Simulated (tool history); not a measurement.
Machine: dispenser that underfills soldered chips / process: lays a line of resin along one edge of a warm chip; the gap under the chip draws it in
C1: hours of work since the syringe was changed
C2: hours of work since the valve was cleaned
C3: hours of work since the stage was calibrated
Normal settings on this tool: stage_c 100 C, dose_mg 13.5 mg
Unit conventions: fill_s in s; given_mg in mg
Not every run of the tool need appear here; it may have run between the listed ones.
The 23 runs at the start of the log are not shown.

-- hour=213.5 new syringe of resin
run 24 hour=215.9 | stage_c=102 dose_mg=12.9 | C1=1 C2=51 C3=100 | fill_s=96.9 given_mg=12.19
run 25 hour=222.2 | stage_c=114 dose_mg=11.8 | C1=5 C2=54 C3=103 | fill_s=86.3 given_mg=11.04
-- hour=228.9 new syringe of resin
run 26 hour=228.9 | stage_c=90 dose_mg=13.5 | C1=0 C2=58 C3=107 | fill_s=129.0 given_mg=12.78
run 27 hour=239.2 | stage_c=111 dose_mg=13.4 | C1=6 C2=65 C3=114 | fill_s=98.0 given_mg=12.43
-- hour=244.6 new syringe of resin
run 28 hour=246.8 | stage_c=111 dose_mg=13.4 | C1=1 C2=69 C3=118 | fill_s=73.1 given_mg=12.52
-- hour=260.1 new syringe of resin
run 29 hour=260.1 | stage_c=105 dose_mg=14.4 | C1=0 C2=77 C3=126 | fill_s=80.4 given_mg=13.40
-- hour=268.1 dispensing valve cleaned and set on the balance
run 30 hour=269.0 | stage_c=98 dose_mg=12.9 | C1=5 C2=1 C3=131 | fill_s=130.9 given_mg=12.94
-- hour=276.6 new syringe of resin
run 31 hour=278.0 | stage_c=95 dose_mg=12.8 | C1=1 C2=6 C3=136 | fill_s=114.0 given_mg=12.78
run 32 hour=290.1 | stage_c=106 dose_mg=12.8 | C1=8 C2=13 C3=144 | fill_s=125.2 given_mg=12.68
-- hour=292.0 new syringe of resin
run 33 hour=300.7 | stage_c=106 dose_mg=12.8 | C1=5 C2=20 C3=150 | fill_s=103.7 given_mg=12.60
-- hour=307.6 new syringe of resin
run 34 hour=310.1 | stage_c=114 dose_mg=14.4 | C1=2 C2=25 C3=155 | fill_s=69.9 given_mg=14.08

What if the next run were any one of these 3? Each begins from the tool's condition after run 34:
-- hour=323.0 new syringe of resin
run A hour=323.0 | stage_c=108 dose_mg=13.5 | C1=0 C2=33 C3=163 | fill_s=? given_mg=?
-- hour=323.0 new syringe of resin
run B hour=323.0 | stage_c=101 dose_mg=11.8 | C1=0 C2=33 C3=163 | fill_s=? given_mg=?
-- hour=323.0 new syringe of resin
run C hour=323.0 | stage_c=114 dose_mg=13.9 | C1=0 C2=33 C3=163 | fill_s=? given_mg=?

run=A fill_s=74.3 given_mg=13.09
run=B fill_s=93.3 given_mg=11.43
run=C fill_s=62.5 given_mg=13.40
The same runs, with their run-to-run variation unchanged, on a tool lacking any hidden condition would have given:
run=A fill_s=71.3 given_mg=13.48
run=B fill_s=89.2 given_mg=11.77
run=C fill_s=60.2 given_mg=13.80
